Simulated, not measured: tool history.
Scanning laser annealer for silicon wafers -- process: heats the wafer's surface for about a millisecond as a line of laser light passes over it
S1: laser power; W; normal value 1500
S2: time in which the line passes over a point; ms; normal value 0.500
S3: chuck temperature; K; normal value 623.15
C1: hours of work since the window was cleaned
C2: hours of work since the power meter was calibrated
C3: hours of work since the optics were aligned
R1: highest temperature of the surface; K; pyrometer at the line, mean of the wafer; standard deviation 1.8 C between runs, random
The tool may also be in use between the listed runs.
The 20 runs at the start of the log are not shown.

{"run": 21, "hour": 430.7, "S1": 1458, "S2": 0.5, "S3": 623.15, "C1": 500, "C2": 556, "C3": 1388, "R1": 1290.15}
{"run": 22, "hour": 445.9, "S1": 1599, "S2": 0.588, "S3": 610.15, "C1": 506, "C2": 562, "C3": 1395, "R1": 1397.15}
{"run": 23, "hour": 463.9, "S1": 1599, "S2": 0.588, "S3": 610.15, "C1": 514, "C2": 570, "C3": 1403, "R1": 1395.15}
{"run": 24, "hour": 488.2, "S1": 1479, "S2": 0.364, "S3": 600.15, "C1": 525, "C2": 581, "C3": 1413, "R1": 1185.15}
{"run": 25, "hour": 501.3, "S1": 1420, "S2": 0.377, "S3": 633.15, "C1": 530, "C2": 587, "C3": 1419, "R1": 1204.15}
{"run": 26, "hour": 529.1, "S1": 1500, "S2": 0.411, "S3": 623.15, "C1": 542, "C2": 599, "C3": 1431, "R1": 1250.15}
{"run": 27, "hour": 553.2, "S1": 1500, "S2": 0.411, "S3": 623.15, "C1": 553, "C2": 609, "C3": 1442, "R1": 1251.15}
{"run": 28, "hour": 574.6, "S1": 1298, "S2": 0.389, "S3": 648.15, "C1": 562, "C2": 618, "C3": 1451, "R1": 1175.15}
{"run": 29, "hour": 596.5, "S1": 1298, "S2": 0.389, "S3": 648.15, "C1": 572, "C2": 628, "C3": 1461, "R1": 1173.15}
{"run": 30, "hour": 616.6, "S1": 1376, "S2": 0.458, "S3": 642.15, "C1": 581, "C2": 637, "C3": 1469, "R1": 1245.15}
{"run": 31, "hour": 630.8, "S1": 1645, "S2": 0.5, "S3": 630.15, "C1": 587, "C2": 643, "C3": 1475, "R1": 1377.15}
{"run": 32, "hour": 644.6, "S1": 1362, "S2": 0.5, "S3": 623.15, "C1": 593, "C2": 649, "C3": 1481, "R1": 1241.15}
{"run": 33, "hour": 658.8, "S1": 1384, "S2": 0.5, "S3": 623.15, "C1": 599, "C2": 655, "C3": 1488, "R1": 1252.15}
{"run": 34, "hour": 680.2, "S1": 1432, "S2": 0.506, "S3": 634.15, "C1": 608, "C2": 664, "C3": 1497, "R1": 1288.15}
{"run": 35, "hour": 698.5, "S1": 1500, "S2": 0.362, "S3": 597.15, "C1": 616, "C2": 672, "C3": 1505, "R1": 1188.15}
{"run": 36, "hour": 715.0, "S1": 1500, "S2": 0.5, "S3": 595.15, "C1": 623, "C2": 680, "C3": 1512, "R1": 1275.15}
{"run": 37, "hour": 735.5, "S1": 1500, "S2": 0.5, "S3": 595.15, "C1": 632, "C2": 689, "C3": 1521, "R1": 1277.15}
{"hour": 754.6, "done": "optics aligned, line set to its width"}
{"run": 38, "hour": 758.2, "S1": 1411, "S2": 0.407, "S3": 604.15, "C1": 640, "C2": 696, "C3": 2, "R1": 1200.15}
{"run": 39, "hour": 785.1, "S1": 1411, "S2": 0.407, "S3": 604.15, "C1": 652, "C2": 708, "C3": 13, "R1": 1203.15}
{"run": 40, "hour": 816.0, "S1": 1411, "S2": 0.407, "S3": 604.15, "C1": 665, "C2": 721, "C3": 27, "R1": 1202.15}

4 ways to go on from here, each from the tool as it stands after run 40. What would each give?
{"run": "A", "hour": 845.4, "S1": 1606, "S2": 0.532, "S3": 604.15, "C1": 678, "C2": 734, "C3": 40, "R1": "?"}
{"run": "B", "hour": 845.4, "S1": 1500, "S2": 0.553, "S3": 585.15, "C1": 678, "C2": 734, "C3": 40, "R1": "?"}
{"run": "C", "hour": 845.4, "S1": 1411, "S2": 0.618, "S3": 657.15, "C1": 678, "C2": 734, "C3": 40, "R1": "?"}
{"run": "D", "hour": 845.4, "S1": 1411, "S2": 0.447, "S3": 604.15, "C1": 678, "C2": 734, "C3": 40, "R1": "?"}

run=A R1=1368.15
run=B R1=1311.15
run=C R1=1372.15
run=D R1=1227.15
The same runs, with their run-to-run variation unchanged, on a tool lacking any hidden condition would have given:
run=A R1=1389.15
run=B R1=1331.15
run=C R1=1392.15
run=D R1=1245.15

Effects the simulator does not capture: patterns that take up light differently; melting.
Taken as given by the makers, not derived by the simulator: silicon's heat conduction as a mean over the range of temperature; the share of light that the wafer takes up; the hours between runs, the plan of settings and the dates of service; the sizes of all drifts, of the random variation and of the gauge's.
